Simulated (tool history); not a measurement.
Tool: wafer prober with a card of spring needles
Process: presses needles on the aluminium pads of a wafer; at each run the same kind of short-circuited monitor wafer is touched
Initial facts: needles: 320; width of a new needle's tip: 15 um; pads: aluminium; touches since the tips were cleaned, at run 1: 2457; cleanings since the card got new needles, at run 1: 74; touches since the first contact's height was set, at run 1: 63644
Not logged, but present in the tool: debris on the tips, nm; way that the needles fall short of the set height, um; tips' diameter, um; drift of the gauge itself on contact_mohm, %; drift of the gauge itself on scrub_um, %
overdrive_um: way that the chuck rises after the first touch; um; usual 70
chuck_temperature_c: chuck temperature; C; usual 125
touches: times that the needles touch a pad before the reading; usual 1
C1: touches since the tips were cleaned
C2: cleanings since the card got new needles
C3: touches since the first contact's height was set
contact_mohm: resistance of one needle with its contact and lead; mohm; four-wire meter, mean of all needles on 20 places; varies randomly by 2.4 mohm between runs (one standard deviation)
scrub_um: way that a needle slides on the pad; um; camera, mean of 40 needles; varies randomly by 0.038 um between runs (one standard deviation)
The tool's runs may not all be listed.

run 1 hour=0.0 | overdrive_um=70 chuck_temperature_c=125 touches=1 | C1=2457 C2=74 C3=63644 | contact_mohm=280 scrub_um=19.09
-- hour=3.6 tips cleaned on abrasive film
-- hour=13.5 tips cleaned on abrasive film
run 2 hour=15.7 | overdrive_um=70 chuck_temperature_c=45 touches=1 | C1=818 C2=76 C3=69545 | contact_mohm=253 scrub_um=19.11
-- hour=24.3 tips cleaned on abrasive film
run 3 hour=28.6 | overdrive_um=70 chuck_temperature_c=48 touches=1 | C1=1651 C2=77 C3=74422 | contact_mohm=252 scrub_um=19.09
-- hour=35.5 tips cleaned on abrasive film
run 4 hour=39.2 | overdrive_um=70 chuck_temperature_c=48 touches=1 | C1=1391 C2=78 C3=78414 | contact_mohm=255 scrub_um=19.08
-- hour=45.4 tips cleaned on abrasive film
-- hour=56.2 tips cleaned on abrasive film
run 5 hour=61.2 | overdrive_um=70 chuck_temperature_c=48 touches=1 | C1=1919 C2=80 C3=86719 | contact_mohm=251 scrub_um=19.07
-- hour=66.1 tips cleaned on abrasive film
-- hour=77.2 tips cleaned on abrasive film
run 6 hour=83.9 | overdrive_um=70 chuck_temperature_c=48 touches=1 | C1=2546 C2=82 C3=95277 | contact_mohm=249 scrub_um=19.10
-- hour=88.4 tips cleaned on abrasive film
run 7 hour=96.8 | overdrive_um=70 chuck_temperature_c=42 touches=1 | C1=3210 C2=83 C3=100170 | contact_mohm=255 scrub_um=19.10
-- hour=98.4 tips cleaned on abrasive film
-- hour=108.7 tips cleaned on abrasive film
run 8 hour=110.8 | overdrive_um=70 chuck_temperature_c=125 touches=1 | C1=777 C2=85 C3=105417 | contact_mohm=270 scrub_um=19.01
-- hour=119.2 tips cleaned on abrasive film
-- hour=119.5 height of the first contact set anew
run 9 hour=121.7 | overdrive_um=70 chuck_temperature_c=73 touches=1 | C1=864 C2=86 C3=864 | contact_mohm=259 scrub_um=19.12
-- hour=129.7 tips cleaned on abrasive film
run 10 hour=135.4 | overdrive_um=70 chuck_temperature_c=73 touches=1 | C1=2170 C2=87 C3=6045 | contact_mohm=256 scrub_um=19.11
-- hour=139.9 tips cleaned on abrasive film
run 11 hour=144.8 | overdrive_um=70 chuck_temperature_c=73 touches=1 | C1=1839 C2=88 C3=9558 | contact_mohm=261 scrub_um=19.13
-- hour=149.6 tips cleaned on abrasive film
run 12 hour=157.2 | overdrive_um=70 chuck_temperature_c=73 touches=1 | C1=2864 C2=89 C3=14238 | contact_mohm=261 scrub_um=19.13
-- hour=160.6 tips cleaned on abrasive film
-- hour=171.6 tips cleaned on abrasive film
run 13 hour=176.6 | overdrive_um=70 chuck_temperature_c=125 touches=1 | C1=1869 C2=91 C3=21549 | contact_mohm=274 scrub_um=19.07
-- hour=182.4 tips cleaned on abrasive film
run 14 hour=189.0 | overdrive_um=70 chuck_temperature_c=125 touches=2 | C1=2542 C2=92 C3=26262 | contact_mohm=268 scrub_um=19.12
-- hour=193.5 tips cleaned on abrasive film
run 15 hour=201.2 | overdrive_um=70 chuck_temperature_c=125 touches=1 | C1=2940 C2=93 C3=30872 | contact_mohm=272 scrub_um=19.13
-- hour=203.5 tips cleaned on abrasive film
-- hour=214.3 tips cleaned on abrasive film
run 16 hour=221.7 | overdrive_um=67 chuck_temperature_c=32 touches=2 | C1=2851 C2=95 C3=38607 | contact_mohm=249 scrub_um=18.24
-- hour=225.7 tips cleaned on abrasive film
-- hour=236.8 tips cleaned on abrasive film
run 17 hour=237.8 | overdrive_um=52 chuck_temperature_c=125 touches=1 | C1=382 C2=97 C3=44653 | contact_mohm=275 scrub_um=14.17
-- hour=247.2 tips cleaned on abrasive film
run 18 hour=249.8 | overdrive_um=52 chuck_temperature_c=125 touches=1 | C1=989 C2=98 C3=49162 | contact_mohm=273 scrub_um=14.13
-- hour=257.4 tips cleaned on abrasive film
-- hour=267.9 tips cleaned on abrasive film
run 19 hour=269.4 | overdrive_um=52 chuck_temperature_c=79 touches=2 | C1=572 C2=100 C3=56566 | contact_mohm=265 scrub_um=14.18
-- hour=278.2 tips cleaned on abrasive film
-- hour=288.3 tips cleaned on abrasive film
run 20 hour=289.8 | overdrive_um=52 chuck_temperature_c=79 touches=2 | C1=572 C2=102 C3=64255 | contact_mohm=269 scrub_um=14.20
-- hour=298.7 tips cleaned on abrasive film
run 21 hour=305.3 | overdrive_um=52 chuck_temperature_c=79 touches=2 | C1=2489 C2=103 C3=70110 | contact_mohm=259 scrub_um=14.15
-- hour=308.4 tips cleaned on abrasive film
-- hour=318.3 tips cleaned on abrasive film
run 22 hour=321.9 | overdrive_um=52 chuck_temperature_c=79 touches=2 | C1=1361 C2=105 C3=76370 | contact_mohm=270 scrub_um=14.21
-- hour=328.5 tips cleaned on abrasive film
run 23 hour=333.0 | overdrive_um=52 chuck_temperature_c=79 touches=2 | C1=1715 C2=106 C3=80541 | contact_mohm=265 scrub_um=14.19
-- hour=338.2 tips cleaned on abrasive film
run 24 hour=342.9 | overdrive_um=52 chuck_temperature_c=79 touches=2 | C1=1776 C2=107 C3=84292 | contact_mohm=264 scrub_um=14.19
-- hour=348.1 tips cleaned on abrasive film
-- hour=358.0 tips cleaned on abrasive film
run 25 hour=364.7 | overdrive_um=60 chuck_temperature_c=110 touches=1 | C1=2564 C2=109 C3=92513 | contact_mohm=275 scrub_um=16.33
-- hour=367.7 tips cleaned on abrasive film
run 26 hour=377.1 | overdrive_um=60 chuck_temperature_c=110 touches=1 | C1=3579 C2=110 C3=97201 | contact_mohm=272 scrub_um=16.32
-- hour=378.5 tips cleaned on abrasive film
-- hour=388.8 tips cleaned on abrasive film
run 27 hour=390.3 | overdrive_um=70 chuck_temperature_c=50 touches=1 | C1=561 C2=112 C3=102150 | contact_mohm=255 scrub_um=19.09
-- hour=399.3 tips cleaned on abrasive film
run 28 hour=406.6 | overdrive_um=67 chuck_temperature_c=51 touches=1 | C1=2775 C2=113 C3=108319 | contact_mohm=255 scrub_um=18.24
-- hour=407.8 height of the first contact set anew
-- hour=410.4 tips cleaned on abrasive film
run 29 hour=419.7 | overdrive_um=66 chuck_temperature_c=54 touches=2 | C1=3540 C2=114 C3=4472 | contact_mohm=258 scrub_um=17.93
-- hour=421.7 tips cleaned on abrasive film
-- hour=432.6 tips cleaned on abrasive film
run 30 hour=437.1 | overdrive_um=70 chuck_temperature_c=125 touches=2 | C1=1722 C2=116 C3=11027 | contact_mohm=273 scrub_um=19.06

Forecast each of these 5 alternatives for the next run:
-- hour=443.4 tips cleaned on abrasive film
-- hour=453.7 tips cleaned on abrasive film
run A hour=459.4 | overdrive_um=61 chuck_temperature_c=125 touches=1 | C1=2159 C2=118 C3=19428 | contact_mohm=? scrub_um=?
-- hour=443.4 tips cleaned on abrasive film
-- hour=453.7 tips cleaned on abrasive film
run B hour=459.4 | overdrive_um=78 chuck_temperature_c=85 touches=2 | C1=2159 C2=118 C3=19428 | contact_mohm=? scrub_um=?
-- hour=443.4 tips cleaned on abrasive film
-- hour=453.7 tips cleaned on abrasive film
run C hour=459.4 | overdrive_um=70 chuck_temperature_c=52 touches=1 | C1=2159 C2=118 C3=19428 | contact_mohm=? scrub_um=?
-- hour=443.4 tips cleaned on abrasive film
-- hour=453.7 tips cleaned on abrasive film
run D hour=459.4 | overdrive_um=85 chuck_temperature_c=41 touches=1 | C1=2159 C2=118 C3=19428 | contact_mohm=? scrub_um=?
-- hour=443.4 tips cleaned on abrasive film
-- hour=453.7 tips cleaned on abrasive film
run E hour=459.4 | overdrive_um=70 chuck_temperature_c=56 touches=1 | C1=2159 C2=118 C3=19428 | contact_mohm=? scrub_um=?

run=A contact_mohm=279 scrub_um=16.68
run=B contact_mohm=259 scrub_um=21.25
run=C contact_mohm=253 scrub_um=19.04
run=D contact_mohm=251 scrub_um=23.19
run=E contact_mohm=254 scrub_um=19.10
Had the tool no hidden state, the same runs would have come out as:
run=A contact_mohm=278 scrub_um=16.69
run=B contact_mohm=259 scrub_um=21.25
run=C contact_mohm=253 scrub_um=19.05
run=D contact_mohm=251 scrub_um=23.19
run=E contact_mohm=254 scrub_um=19.10

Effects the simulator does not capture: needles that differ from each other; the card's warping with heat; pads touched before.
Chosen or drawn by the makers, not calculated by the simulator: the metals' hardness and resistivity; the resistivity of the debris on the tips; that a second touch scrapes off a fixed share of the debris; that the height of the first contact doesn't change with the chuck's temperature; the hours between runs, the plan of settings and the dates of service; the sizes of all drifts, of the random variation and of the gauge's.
